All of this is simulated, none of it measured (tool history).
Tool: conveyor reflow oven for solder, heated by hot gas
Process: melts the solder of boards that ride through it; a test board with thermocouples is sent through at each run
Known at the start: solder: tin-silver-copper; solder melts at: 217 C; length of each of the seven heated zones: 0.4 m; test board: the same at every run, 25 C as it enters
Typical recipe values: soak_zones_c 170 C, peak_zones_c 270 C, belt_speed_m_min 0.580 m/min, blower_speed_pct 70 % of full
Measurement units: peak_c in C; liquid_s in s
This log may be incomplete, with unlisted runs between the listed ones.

run   hour  soak_zones_c  peak_zones_c  belt_speed_m_min  blower_speed_pct  peak_c  liquid_s
  1    0.0           170           270             0.580                70   256.6      64.6
  2   14.3           170           270             0.580                70   256.4      64.8
  3   31.9           170           270             0.580                70   256.6      65.0
  4   54.6           170           270             0.580                70   257.3      65.0
      63.7  -- flux residue cleaned out of gas plates and filters
  5   79.9           170           270             0.524                70   260.3      75.8
  6  101.9           170           270             0.580                70   258.4      66.3
  7  113.9           170           270             0.580                70   257.6      66.7
  8  133.2           170           270             0.580                70   258.5      66.0
  9  151.5           170           270             0.580                70   258.2      66.1
 10  175.7           170           270             0.580                70   257.7      66.3
 11  190.0           170           263             0.580                70   251.4      61.6
 12  202.7           170           270             0.580                69   257.5      66.0
 13  221.9           170           270             0.580                75   258.8      66.4
 14  246.8           170           270             0.580                75   258.4      66.7
 15  263.2           170           270             0.580                75   258.6      66.4
 16  276.1           172           270             0.580                78   258.9      68.0
 17  301.3           168           274             0.580                70   261.0      67.2
 18  328.4           168           274             0.580                70   260.9      66.3
 19  354.0           168           274             0.518                83   265.8      79.5
 20  367.3           177           274             0.518                63   263.4      80.2
 21  390.9           177           274             0.518                63   263.3      80.6
 22  410.8           156           281             0.656                70   260.4      55.2
 23  432.5           156           281             0.656                70   260.8      55.1
 24  447.0           169           266             0.492                70   256.9      78.5
 25  473.7           157           281             0.580                54   260.1      62.5
 26  499.2           157           268             0.580                54   248.6      53.6
 27  513.0           157           271             0.580                54   251.1      55.8
 28  531.7           157           271             0.580                54   250.9      55.6
 29  546.4           157           271             0.580                54   250.5      56.0
 30  568.3           157           271             0.580                54   250.7      55.6

Hidden state or all else? Some run-to-run changes of peak_c, split into what the settings, what came in and random variation would give without the hidden state, and what is left for the hidden state (with any gauge scatter that isn't in both results):
The tool's hidden condition here consists of: heat that the gas passes to the board, % of a clean oven's; belt's true speed, % of the reading; true gas temperature in zones 6 and 7 over the reading, C; drift of the gauge itself on peak_c, C; drift of the gauge itself on liquid_s, %.
Run 4 -> 5: belt_speed_m_min 0.580 -> 0.524, flux residue cleaned out of gas plates and filters. peak_c +3.0 C: hidden state +1.6, all else +1.4.
Run 10 -> 11: peak_zones_c 270 -> 263. peak_c -6.3 C: hidden state +0.0, all else -6.3.
Run 11 -> 12: peak_zones_c 263 -> 270, blower_speed_pct 70 -> 69. peak_c +6.1 C: hidden state -0.1, all else +6.2.
Run 21 -> 22: soak_zones_c 177 -> 156, peak_zones_c 274 -> 281, belt_speed_m_min 0.518 -> 0.656, blower_speed_pct 63 -> 70. peak_c -2.9 C: hidden state -0.7, all else -2.2.
Run 23 -> 24: soak_zones_c 156 -> 169, peak_zones_c 281 -> 266, belt_speed_m_min 0.656 -> 0.492. peak_c -3.9 C: hidden state +0.6, all else -4.5.
Run 25 -> 26: peak_zones_c 281 -> 268. peak_c -11.5 C: hidden state +0.1, all else -11.6.
